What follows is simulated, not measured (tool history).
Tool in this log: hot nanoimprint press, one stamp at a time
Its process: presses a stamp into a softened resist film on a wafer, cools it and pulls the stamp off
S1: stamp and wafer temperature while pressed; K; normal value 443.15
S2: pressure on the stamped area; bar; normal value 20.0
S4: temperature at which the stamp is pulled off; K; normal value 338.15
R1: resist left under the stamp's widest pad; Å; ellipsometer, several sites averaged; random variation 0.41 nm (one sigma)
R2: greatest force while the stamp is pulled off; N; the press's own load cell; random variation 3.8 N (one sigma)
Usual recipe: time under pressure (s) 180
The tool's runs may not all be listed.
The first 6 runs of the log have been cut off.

{"run": 7, "day": 5.075, "S1": 437.15, "S2": 20.0, "time under pressure (s)": 180, "S4": 338.15, "R1": 2008, "R2": 181}
{"run": 8, "day": 6.3, "S1": 432.15, "S2": 20.0, "time under pressure (s)": 180, "S4": 338.15, "R1": 2343, "R2": 184}
{"run": 9, "day": 7.554, "S1": 443.15, "S2": 20.0, "time under pressure (s)": 180, "S4": 345.15, "R1": 1588, "R2": 174}
{"run": 10, "day": 8.4, "S1": 443.15, "S2": 20.0, "time under pressure (s)": 180, "S4": 345.15, "R1": 1592, "R2": 177}
{"run": 11, "day": 9.329, "S1": 443.15, "S2": 20.0, "time under pressure (s)": 180, "S4": 345.15, "R1": 1588, "R2": 173}
{"run": 12, "day": 10.204, "S1": 443.15, "S2": 20.0, "time under pressure (s)": 180, "S4": 345.15, "R1": 1588, "R2": 169}
{"run": 13, "day": 10.758, "S1": 443.15, "S2": 20.0, "time under pressure (s)": 180, "S4": 345.15, "R1": 1585, "R2": 179}
{"day": 11.483, "done": "stamp cleaned and given a new release coat"}
{"run": 14, "day": 12.233, "S1": 443.15, "S2": 20.0, "time under pressure (s)": 180, "S4": 345.15, "R1": 1587, "R2": 170}
{"run": 15, "day": 12.75, "S1": 443.15, "S2": 20.0, "time under pressure (s)": 180, "S4": 338.15, "R1": 1592, "R2": 183}
{"run": 16, "day": 13.308, "S1": 443.15, "S2": 20.0, "time under pressure (s)": 180, "S4": 338.15, "R1": 1592, "R2": 178}
{"run": 17, "day": 14.375, "S1": 443.15, "S2": 28.3, "time under pressure (s)": 180, "S4": 338.15, "R1": 1358, "R2": 182}
{"run": 18, "day": 15.312, "S1": 445.15, "S2": 20.3, "time under pressure (s)": 194, "S4": 329.15, "R1": 1418, "R2": 184}
{"run": 19, "day": 16.338, "S1": 447.15, "S2": 20.3, "time under pressure (s)": 172, "S4": 329.15, "R1": 1358, "R2": 185}
{"run": 20, "day": 17.458, "S1": 448.15, "S2": 15.7, "time under pressure (s)": 180, "S4": 343.15, "R1": 1452, "R2": 181}
{"run": 21, "day": 18.171, "S1": 448.15, "S2": 15.7, "time under pressure (s)": 180, "S4": 343.15, "R1": 1454, "R2": 179}
{"run": 22, "day": 19.283, "S1": 452.15, "S2": 14.8, "time under pressure (s)": 216, "S4": 335.15, "R1": 1194, "R2": 188}
{"run": 23, "day": 20.417, "S1": 450.15, "S2": 19.4, "time under pressure (s)": 180, "S4": 330.15, "R1": 1204, "R2": 195}
{"run": 24, "day": 21.667, "S1": 450.15, "S2": 19.4, "time under pressure (s)": 180, "S4": 330.15, "R1": 1209, "R2": 188}
{"run": 25, "day": 22.921, "S1": 433.15, "S2": 19.4, "time under pressure (s)": 340, "S4": 336.15, "R1": 1994, "R2": 179}
{"run": 26, "day": 24.012, "S1": 433.15, "S2": 19.4, "time under pressure (s)": 340, "S4": 336.15, "R1": 1986, "R2": 183}
{"run": 27, "day": 24.7, "S1": 443.15, "S2": 24.3, "time under pressure (s)": 147, "S4": 337.15, "R1": 1559, "R2": 184}
{"run": 28, "day": 25.862, "S1": 443.15, "S2": 24.3, "time under pressure (s)": 147, "S4": 337.15, "R1": 1557, "R2": 188}
{"run": 29, "day": 26.775, "S1": 434.15, "S2": 20.0, "time under pressure (s)": 301, "S4": 338.15, "R1": 1959, "R2": 171}
{"run": 30, "day": 27.488, "S1": 450.15, "S2": 14.3, "time under pressure (s)": 180, "S4": 324.15, "R1": 1402, "R2": 206}
{"run": 31, "day": 28.4, "S1": 450.15, "S2": 14.3, "time under pressure (s)": 180, "S4": 324.15, "R1": 1397, "R2": 205}

Predict each of these 3 candidate next runs independently; none follows another, all start after run 31:
{"run": "A", "day": 29.575, "S1": 452.15, "S2": 21.2, "time under pressure (s)": 180, "S4": 342.15, "R1": "?", "R2": "?"}
{"run": "B", "day": 29.575, "S1": 434.15, "S2": 12.1, "time under pressure (s)": 180, "S4": 324.15, "R1": "?", "R2": "?"}
{"run": "C", "day": 29.575, "S1": 450.15, "S2": 29.2, "time under pressure (s)": 180, "S4": 342.15, "R1": "?", "R2": "?"}

run=A R1=1055 R2=179
run=B R1=2505 R2=195
run=C R1=975 R2=179
Had the tool no hidden state, the same runs would have come out as:
run=A R1=1055 R2=178
run=B R1=2505 R2=194
run=C R1=975 R2=177
